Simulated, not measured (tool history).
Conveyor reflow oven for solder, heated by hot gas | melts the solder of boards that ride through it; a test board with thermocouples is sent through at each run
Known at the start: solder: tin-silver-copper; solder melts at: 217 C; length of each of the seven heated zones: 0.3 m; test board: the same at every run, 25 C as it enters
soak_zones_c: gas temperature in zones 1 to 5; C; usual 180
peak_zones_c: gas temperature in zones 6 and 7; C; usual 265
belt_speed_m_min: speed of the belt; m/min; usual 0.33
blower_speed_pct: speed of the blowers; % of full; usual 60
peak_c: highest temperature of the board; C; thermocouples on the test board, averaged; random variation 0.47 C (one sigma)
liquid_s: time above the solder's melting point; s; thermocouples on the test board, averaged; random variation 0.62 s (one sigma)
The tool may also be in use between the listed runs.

run,day,soak_zones_c,peak_zones_c,belt_speed_m_min,blower_speed_pct,peak_c,liquid_s
1,0,180,265,0.33,60,249.4,84.7
2,1.704,180,271,0.33,60,255.5,90.5
3,3.746,180,271,0.33,60,254.1,89.1
4,7.346,180,265,0.281,60,252.9,106.2
5,9.242,180,265,0.281,60,251.9,105.1
# day 11.667: thermocouples of zones 6 and 7 changed
6,11.667,180,265,0.33,60,250.6,86.7
# day 12.308: flux residue cleaned out of gas plates and filters
7,13.9,180,265,0.33,60,253,89.5
8,16.779,180,265,0.33,60,252.8,88
9,18.892,180,265,0.33,60,252.7,88.1
10,21.4,180,265,0.33,60,251.7,87.2
11,24.617,180,265,0.33,60,251.9,87.3
12,26.971,180,265,0.33,60,251.8,88.2
13,31.046,180,265,0.33,60,251.4,87.3
14,33.029,180,265,0.33,60,250.1,87.4
15,36.396,180,265,0.33,88,255.2,91.8
16,40.2,186,280,0.33,53,262.8,100.5
17,42.312,166,280,0.33,51,258.1,85.8
# day 43.2: flux residue cleaned out of gas plates and filters
# day 44.908: belt drive overhauled, speed set with a stopwatch
18,45.779,169,256,0.313,73,245.8,78.5
19,49.179,180,275,0.269,60,264.2,119.3
20,51.571,179,265,0.33,59,249.6,82.1
21,53.962,179,265,0.33,59,249.9,81.8
22,56.608,186,278,0.302,89,269.2,113.3
23,59.125,183,278,0.296,89,268.6,112.9
24,62.092,183,278,0.296,89,267.5,113.4
25,64.708,180,265,0.346,68,248.9,77.8
26,66.592,169,279,0.265,84,269.5,121.5
27,70.683,167,274,0.265,60,259.9,110
28,73.283,167,274,0.265,68,261.7,111.6
# day 74.267: flux residue cleaned out of gas plates and filters
29,75.996,167,274,0.265,68,263.4,115.8
# day 77.104: thermocouples of zones 6 and 7 changed
30,78.721,167,267,0.265,68,259.9,112.7

3 ways to go on from here, each from the tool as it stands after run 30. What would each give?
A,81.475,167,271,0.265,68,?,?
B,81.475,167,270,0.348,68,?,?
C,81.475,180,265,0.33,85,?,?

run,peak_c,liquid_s
A,262.6,114.3
B,255.9,78.3
C,257,91.1
Without the tool's hidden state the same runs would have given:
run,peak_c,liquid_s
A,262.7,113.5
B,256.2,78
C,257.2,90.6
